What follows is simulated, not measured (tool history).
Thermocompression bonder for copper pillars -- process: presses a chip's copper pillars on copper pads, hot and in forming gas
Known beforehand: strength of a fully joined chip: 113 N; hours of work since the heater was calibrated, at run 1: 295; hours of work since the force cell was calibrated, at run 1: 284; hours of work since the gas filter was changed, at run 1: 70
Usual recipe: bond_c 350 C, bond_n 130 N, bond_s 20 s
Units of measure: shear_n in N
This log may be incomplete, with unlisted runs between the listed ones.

run,hour,bond_c,bond_n,bond_s,hours of work since the heater was calibrated,hours of work since the force cell was calibrated,hours of work since the gas filter was changed,shear_n
1,0,350,130,20,295,284,70,57.2
2,13,350,130,20,300,289,75,57.1
3,25.1,350,130,20,306,294,81,57
4,38.1,350,130,20,311,300,86,56.6
5,50.5,350,130,20,317,305,92,56.1
6,65.3,350,130,20,323,312,98,55.5
7,83.2,350,190,20,331,320,106,71.7
# hour 94.3: forming gas filter changed
8,96.7,339,130,20,337,325,1,55.7
9,111.6,371,130,20,343,332,7,66.9
10,122.8,371,130,20,348,337,12,66.3
11,137,347,130,20,354,343,18,57.9
12,145.3,347,130,20,358,346,22,58
13,155.4,347,130,20,362,351,26,57.1
14,174.3,350,130,20,370,359,35,58.4
15,191.1,350,130,20,377,366,42,58.1
16,203.6,350,130,14,383,372,47,51.6
17,219.8,350,130,14,390,379,54,50.6
18,235.4,350,130,14,397,385,61,51.3
19,248.2,354,130,20,402,391,67,58.8
20,267.6,354,130,20,410,399,75,58.8
21,286,354,130,20,418,407,83,58.5

The next listed run, before its measurement:
22,299.6,354,130,20,424,413,89,?

Run 22 measured shear_n 58.2 N.
If the tool had no hidden condition, the same run with the same run-to-run variation would have returned shear_n 60.1 N.
